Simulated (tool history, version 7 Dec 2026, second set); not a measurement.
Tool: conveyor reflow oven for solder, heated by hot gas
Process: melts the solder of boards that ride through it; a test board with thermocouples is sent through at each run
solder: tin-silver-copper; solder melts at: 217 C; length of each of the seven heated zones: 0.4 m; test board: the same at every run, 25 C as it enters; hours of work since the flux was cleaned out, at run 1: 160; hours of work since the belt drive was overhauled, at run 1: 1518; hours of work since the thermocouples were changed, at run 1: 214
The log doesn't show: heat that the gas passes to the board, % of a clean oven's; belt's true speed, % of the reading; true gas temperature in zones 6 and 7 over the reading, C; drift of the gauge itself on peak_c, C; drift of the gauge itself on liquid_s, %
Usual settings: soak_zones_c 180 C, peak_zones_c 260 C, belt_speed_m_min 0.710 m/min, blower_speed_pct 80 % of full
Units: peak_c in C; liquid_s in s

run,hour,soak_zones_c,peak_zones_c,belt_speed_m_min,blower_speed_pct,hours of work since the flux was cleaned out,hours of work since the belt drive was overhauled,hours of work since the thermocouples were changed,peak_c,liquid_s
1,0.0,180,260,0.710,80,160,1518,214,247.6,50.2
2,65.5,180,260,0.710,52,194,1551,247,243.8,46.0
3,116.7,180,260,0.710,52,220,1577,274,243.7,46.1
4,181.3,180,260,0.710,80,253,1611,307,247.7,50.7
# hour 200.6: belt drive overhauled, speed set with a stopwatch
5,218.9,180,260,0.710,80,271,9,324,247.7,50.0
6,293.6,180,260,0.710,56,309,48,362,244.3,46.5
7,343.1,180,260,0.710,56,334,73,388,244.6,46.7
8,384.2,180,262,0.710,80,355,94,409,249.6,51.2
9,438.2,180,262,0.710,80,383,122,437,249.6,51.2
# hour 486.3: flux residue cleaned out of gas plates and filters
10,513.5,189,262,0.710,80,14,158,473,250.7,55.9
11,560.0,189,262,0.710,80,38,182,496,250.7,56.3
12,619.7,190,260,0.710,80,68,212,527,249.2,54.8
13,677.5,176,250,0.578,81,98,242,557,242.8,57.9

3 ways to go on from here, each from the tool as it stands after run 13. What would each give?
A,730.8,167,250,0.822,86,125,269,584,?,?
B,730.8,171,271,0.634,80,125,269,584,?,?
C,730.8,168,260,0.570,71,125,269,584,?,?

run,peak_c,liquid_s
A,233.1,26.7
B,259.4,61.2
C,250.7,61.9
Without the tool's hidden state the same runs would have given:
run,peak_c,liquid_s
A,233.1,26.8
B,259.4,61.2
C,250.7,61.9

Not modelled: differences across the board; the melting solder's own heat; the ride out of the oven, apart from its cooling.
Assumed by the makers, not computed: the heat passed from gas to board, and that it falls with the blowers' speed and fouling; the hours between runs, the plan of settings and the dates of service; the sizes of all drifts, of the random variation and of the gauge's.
